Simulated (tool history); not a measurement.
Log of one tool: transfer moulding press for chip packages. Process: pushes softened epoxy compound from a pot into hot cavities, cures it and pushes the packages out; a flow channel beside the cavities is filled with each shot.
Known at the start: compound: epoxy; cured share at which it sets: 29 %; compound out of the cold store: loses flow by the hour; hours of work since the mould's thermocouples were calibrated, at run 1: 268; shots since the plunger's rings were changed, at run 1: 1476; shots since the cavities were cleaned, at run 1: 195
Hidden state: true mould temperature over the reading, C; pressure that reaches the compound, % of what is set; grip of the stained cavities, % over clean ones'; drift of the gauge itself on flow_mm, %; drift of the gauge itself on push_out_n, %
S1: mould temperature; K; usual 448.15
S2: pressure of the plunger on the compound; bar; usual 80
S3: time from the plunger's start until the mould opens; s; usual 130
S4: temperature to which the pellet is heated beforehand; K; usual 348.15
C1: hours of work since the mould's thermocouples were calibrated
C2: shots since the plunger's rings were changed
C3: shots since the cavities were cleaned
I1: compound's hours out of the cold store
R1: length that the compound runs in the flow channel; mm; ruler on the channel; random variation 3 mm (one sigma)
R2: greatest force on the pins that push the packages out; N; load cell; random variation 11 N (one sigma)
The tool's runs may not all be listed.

| run | hour | S1 | S2 | S3 | S4 | C1 | C2 | C3 | I1 | R1 | R2 |
|---|---|---|---|---|---|---|---|---|---|---|---|
| 1 | 0 | 448.15 | 80 | 130 | 348.15 | 268 | 1476 | 195 | 42.7 | 571 | 545 |
|  | 25.6 | cavities cleaned with cleaning compound and waxed |
| 2 | 42 | 448.15 | 80 | 130 | 348.15 | 299 | 1901 | 172 | 17.6 | 615 | 546 |
| 3 | 62.6 | 448.15 | 80 | 130 | 348.15 | 315 | 2117 | 388 | 24 | 601 | 555 |
|  | 67.8 | cavities cleaned with cleaning compound and waxed |
| 4 | 101 | 448.15 | 80 | 130 | 348.15 | 343 | 2505 | 348 | 47.1 | 565 | 538 |
|  | 111.2 | cavities cleaned with cleaning compound and waxed |
| 5 | 148.2 | 448.15 | 89.4 | 130 | 348.15 | 378 | 2986 | 389 | 8.5 | 670 | 602 |
|  | 153.4 | cavities cleaned with cleaning compound and waxed |
| 6 | 171.1 | 448.15 | 80 | 121 | 348.15 | 394 | 3210 | 185 | 12.9 | 633 | 657 |
| 7 | 192.3 | 448.15 | 70.8 | 136 | 351.15 | 410 | 3433 | 408 | 41.1 | 537 | 502 |
|  | 196.8 | cavities cleaned with cleaning compound and waxed |
| 8 | 218.8 | 448.15 | 70.8 | 143 | 351.15 | 429 | 3696 | 231 | 20.7 | 573 | 474 |
|  | 240.6 | cavities cleaned with cleaning compound and waxed |
| 9 | 252.7 | 445.15 | 80 | 130 | 342.15 | 453 | 4036 | 126 | 30.1 | 606 | 717 |
|  | 284 | cavities cleaned with cleaning compound and waxed |
| 10 | 297.5 | 445.15 | 80 | 130 | 342.15 | 486 | 4491 | 142 | 32.8 | 601 | 703 |

Hidden state at the last listed run before each entry between runs and at the first one after, where it differs:
Between runs 1 and 2: cavities cleaned with cleaning compound and waxed (hour 25.6)
  pressure that reaches the compound, % of what is set: 99.91 -> 99.89; grip of the stained cavities, % over clean ones': 0.4 -> 0.3
Between runs 3 and 4: cavities cleaned with cleaning compound and waxed (hour 67.8)
  pressure that reaches the compound, % of what is set: 99.88 -> 99.86
Between runs 4 and 5: cavities cleaned with cleaning compound and waxed (hour 111.2)
  pressure that reaches the compound, % of what is set: 99.86 -> 99.84; grip of the stained cavities, % over clean ones': 0.6 -> 0.7
Between runs 5 and 6: cavities cleaned with cleaning compound and waxed (hour 153.4)
  pressure that reaches the compound, % of what is set: 99.84 -> 99.82; grip of the stained cavities, % over clean ones': 0.7 -> 0.3
Between runs 7 and 8: cavities cleaned with cleaning compound and waxed (hour 196.8)
  pressure that reaches the compound, % of what is set: 99.81 -> 99.8; grip of the stained cavities, % over clean ones': 0.7 -> 0.5
Between runs 8 and 9: cavities cleaned with cleaning compound and waxed (hour 240.6)
  pressure that reaches the compound, % of what is set: 99.8 -> 99.78; grip of the stained cavities, % over clean ones': 0.5 -> 0.3
Between runs 9 and 10: cavities cleaned with cleaning compound and waxed (hour 284)
  pressure that reaches the compound, % of what is set: 99.78 -> 99.75
